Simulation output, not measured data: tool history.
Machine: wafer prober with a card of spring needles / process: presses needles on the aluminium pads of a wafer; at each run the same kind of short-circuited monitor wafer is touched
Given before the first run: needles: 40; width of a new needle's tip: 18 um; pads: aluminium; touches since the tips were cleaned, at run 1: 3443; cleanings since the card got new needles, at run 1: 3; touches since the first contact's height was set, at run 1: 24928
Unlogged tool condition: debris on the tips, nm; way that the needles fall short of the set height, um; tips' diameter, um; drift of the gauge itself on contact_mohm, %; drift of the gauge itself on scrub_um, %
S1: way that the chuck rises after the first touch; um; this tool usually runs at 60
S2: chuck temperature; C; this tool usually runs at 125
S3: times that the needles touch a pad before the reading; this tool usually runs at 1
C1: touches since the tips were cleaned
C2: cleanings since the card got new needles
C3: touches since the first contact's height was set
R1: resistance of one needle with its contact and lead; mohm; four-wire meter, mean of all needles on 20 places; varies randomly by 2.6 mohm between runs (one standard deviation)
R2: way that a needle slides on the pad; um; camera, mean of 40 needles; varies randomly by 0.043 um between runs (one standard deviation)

Run 1, hour 0: usual settings; C1 3443; C2 3; C3 24928. Result: R1 298 mohm, R2 16.67 um.
Run 2, hour 9.2: usual settings; C1 5774; C2 3; C3 27259. Result: R1 303 mohm, R2 16.66 um.
At hour 14.8: tips cleaned on abrasive film.
Run 3, hour 20.1: usual settings; C1 1337; C2 4; C3 29987. Result: R1 302 mohm, R2 16.73 um.
Run 4, hour 27.7: usual settings; C1 3254; C2 4; C3 31904. Result: R1 303 mohm, R2 16.69 um.
Run 5, hour 32.9: usual settings but S2 48 C; C1 4558; C2 4; C3 33208. Result: R1 276 mohm, R2 16.75 um.
Run 6, hour 41.7: usual settings but S2 48 C; C1 6790; C2 4; C3 35440. Result: R1 276 mohm, R2 16.78 um.
At hour 42.8: tips cleaned on abrasive film.
Run 7, hour 48.5: usual settings but S2 48 C; C1 1422; C2 5; C3 37120. Result: R1 277 mohm, R2 16.85 um.
Run 8, hour 54.1: usual settings but S2 102 C; C1 2860; C2 5; C3 38558. Result: R1 294 mohm, R2 16.89 um.
Run 9, hour 58.9: usual settings but S2 102 C; C1 4072; C2 5; C3 39770. Result: R1 297 mohm, R2 16.93 um.
Run 10, hour 68.2: usual settings but S2 102 C; C1 6402; C2 5; C3 42100. Result: R1 298 mohm, R2 16.92 um.
At hour 71.2: tips cleaned on abrasive film.
Run 11, hour 78.1: usual settings but S2 102 C; C1 1744; C2 6; C3 44580. Result: R1 293 mohm, R2 16.93 um.
Run 12, hour 83.3: usual settings but S2 102 C; C1 3057; C2 6; C3 45893. Result: R1 296 mohm, R2 17.01 um.
Run 13, hour 89.6: usual settings but S2 102 C; C1 4656; C2 6; C3 47492. Result: R1 296 mohm, R2 17.01 um.
Run 14, hour 95.2: usual settings but S2 102 C; C1 6057; C2 6; C3 48893. Result: R1 300 mohm, R2 16.97 um.
At hour 99.6: tips cleaned on abrasive film.
Run 15, hour 104.7: usual settings but S2 102 C; C1 1300; C2 7; C3 51281. Result: R1 292 mohm, R2 16.95 um.
Run 16, hour 112.6: usual settings; C1 3296; C2 7; C3 53277. Result: R1 303 mohm, R2 16.95 um.
Run 17, hour 118: usual settings; C1 4657; C2 7; C3 54638. Result: R1 299 mohm, R2 17.02 um.
Run 18, hour 125.1: usual settings but S3 2; C1 6447; C2 7; C3 56428. Result: R1 304 mohm, R2 17.11 um.
At hour 127.5: tips cleaned on abrasive film.
Run 19, hour 131.8: usual settings but S1 77 um, S2 34 C, S3 2; C1 1084; C2 8; C3 58091. Result: R1 265 mohm, R2 21.94 um.
Run 20, hour 139.1: usual settings but S1 50 um, S2 36 C, S3 2; C1 2948; C2 8; C3 59955. Result: R1 275 mohm, R2 14.24 um.
At hour 139.6: gauge calibrated.
Run 21, hour 149.3: usual settings but S1 62 um, S2 60 C, S3 2; C1 5515; C2 8; C3 62522. Result: R1 284 mohm, R2 17.29 um.
At hour 155.5: tips cleaned on abrasive film.
Run 22, hour 159: usual settings but S1 42 um; C1 889; C2 9; C3 64946. Result: R1 322 mohm, R2 11.66 um.
Run 23, hour 169.7: usual settings; C1 3602; C2 9; C3 67659. Result: R1 302 mohm, R2 16.83 um.
Run 24, hour 180.6: usual settings but S2 46 C; C1 6343; C2 9; C3 70400. Result: R1 275 mohm, R2 16.79 um.
At hour 183.5: tips cleaned on abrasive film.
Run 25, hour 191.5: usual settings but S2 30 C, S3 3; C1 2014; C2 10; C3 73129. Result: R1 268 mohm, R2 16.9 um.
Run 26, hour 202.5: usual settings but S1 53 um, S2 30 C, S3 3; C1 4787; C2 10; C3 75902. Result: R1 275 mohm, R2 14.88 um.
At hour 212.3: tips cleaned on abrasive film.
Run 27, hour 214.3: usual settings but S2 56 C; C1 484; C2 11; C3 78857. Result: R1 273 mohm, R2 16.91 um.
Run 28, hour 219.7: usual settings but S1 64 um, S2 31 C; C1 1867; C2 11; C3 80240. Result: R1 271 mohm, R2 18.12 um.
Run 29, hour 230.7: usual settings but S1 63 um, S2 30 C, S3 3; C1 4625; C2 11; C3 82998. Result: R1 271 mohm, R2 17.78 um.
At hour 240.4: tips cleaned on abrasive film.
Run 30, hour 241.7: usual settings but S1 67 um, S2 44 C, S3 3; C1 314; C2 12; C3 85758. Result: R1 273 mohm, R2 19.01 um.
Run 31, hour 248.2: usual settings but S2 38 C; C1 1955; C2 12; C3 87399. Result: R1 272 mohm, R2 17.04 um.
Run 32, hour 257.4: usual settings but S2 38 C, S3 2; C1 4282; C2 12; C3 89726. Result: R1 275 mohm, R2 17 um.
Run 33, hour 264.8: usual settings but S2 38 C, S3 2; C1 6153; C2 12; C3 91597. Result: R1 273 mohm, R2 17.04 um.
At hour 268.3: tips cleaned on abrasive film.
Run 34, hour 274.6: usual settings but S2 38 C, S3 2; C1 1587; C2 13; C3 94049. Result: R1 274 mohm, R2 17.07 um.
Run 35, hour 285: usual settings but S3 3; C1 4213; C2 13; C3 96675. Result: R1 293 mohm, R2 17.16 um.
Run 36, hour 293.4: usual settings but S3 3; C1 6342; C2 13; C3 98804. Result: R1 301 mohm, R2 17.21 um.

3 ways to go on from here, each from the tool as it stands after run 36. What would each give?
At hour 296.4: tips cleaned on abrasive film.
Run A, hour 300.6: usual settings but S1 74 um, S2 40 C, S3 3; C1 1049; C2 14; C3 100593. Result: R1 ?, R2 ?.
At hour 296.4: tips cleaned on abrasive film.
Run B, hour 300.6: usual settings but S2 38 C, S3 2; C1 1049; C2 14; C3 100593. Result: R1 ?, R2 ?.
At hour 296.4: tips cleaned on abrasive film.
Run C, hour 300.6: usual settings; C1 1049; C2 14; C3 100593. Result: R1 ?, R2 ?.

run   R1     R2
  A  266  21.11
  B  273  17.17
  C  299   17.2
With no hidden state in the tool, these same runs would have given:
run   R1     R2
  A  266  20.54
  B  273   16.7
  C  299  16.73

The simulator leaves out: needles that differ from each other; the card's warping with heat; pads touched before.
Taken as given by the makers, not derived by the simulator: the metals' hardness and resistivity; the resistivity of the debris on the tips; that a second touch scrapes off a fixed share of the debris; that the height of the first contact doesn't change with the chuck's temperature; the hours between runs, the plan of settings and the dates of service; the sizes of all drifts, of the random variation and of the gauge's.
